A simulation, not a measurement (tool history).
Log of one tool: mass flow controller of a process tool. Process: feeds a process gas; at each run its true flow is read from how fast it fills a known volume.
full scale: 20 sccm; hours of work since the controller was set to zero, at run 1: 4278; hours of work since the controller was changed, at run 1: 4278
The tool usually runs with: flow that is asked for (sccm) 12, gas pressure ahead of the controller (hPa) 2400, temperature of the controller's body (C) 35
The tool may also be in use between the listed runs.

run,hour,flow that is asked for (sccm),gas pressure ahead of the controller (hPa),temperature of the controller's body (C),hours of work since the controller was set to zero,hours of work since the controller was changed,true flow (%)
1,0.0,12,2400,35,4278,4278,96.76
2,190.1,12,2400,35,4338,4338,96.61
3,360.1,12,2400,35,4392,4392,96.58
4,468.1,4,2400,35,4427,4427,96.51
5,625.9,6,2400,35,4477,4477,96.26
6,749.6,12,2400,35,4516,4516,96.45
7,876.9,12,2400,35,4557,4557,96.40
8,1069.1,12,2250,35,4618,4618,96.46
9,1259.4,12,2250,35,4678,4678,96.27
10,1384.9,12,2250,35,4718,4718,96.30
11,1493.5,12,2250,35,4753,4753,96.35
12,1686.7,12,2250,35,4814,4814,96.16
13,1785.4,12,2250,35,4846,4846,96.26
14,1894.4,12,2710,39,4880,4880,96.77
15,2064.9,12,2710,39,4934,4934,96.57
16,2223.2,4,2120,20,4985,4985,94.82
17,2342.6,4,2120,20,5023,5023,94.82
18,2505.9,6,2120,20,5075,5075,94.52
19,2646.3,13,2120,37,5119,5119,96.27
20,2823.0,2,2400,24,5176,5176,96.68
21,2967.0,5,2300,31,5221,5221,95.33
22,3050.3,5,2300,31,5248,5248,95.33
23,3151.0,12,1590,35,5280,5280,95.63
24,3334.2,12,2170,35,5338,5338,95.87
25,3485.0,6,2640,35,5386,5386,95.60
26,3663.4,3,2400,32,5443,5443,96.04

Forecast each of these 3 alternatives for the next run:
A,3777.0,12,2400,30,5479,5479,?
B,3777.0,9,2400,40,5479,5479,?
C,3777.0,17,2400,35,5479,5479,?

run,true flow (%)
A,95.26
B,95.88
C,96.23
Without the tool's unlogged condition, the same runs would have read:
run,true flow (%)
A,99.27
B,99.67
C,100.43

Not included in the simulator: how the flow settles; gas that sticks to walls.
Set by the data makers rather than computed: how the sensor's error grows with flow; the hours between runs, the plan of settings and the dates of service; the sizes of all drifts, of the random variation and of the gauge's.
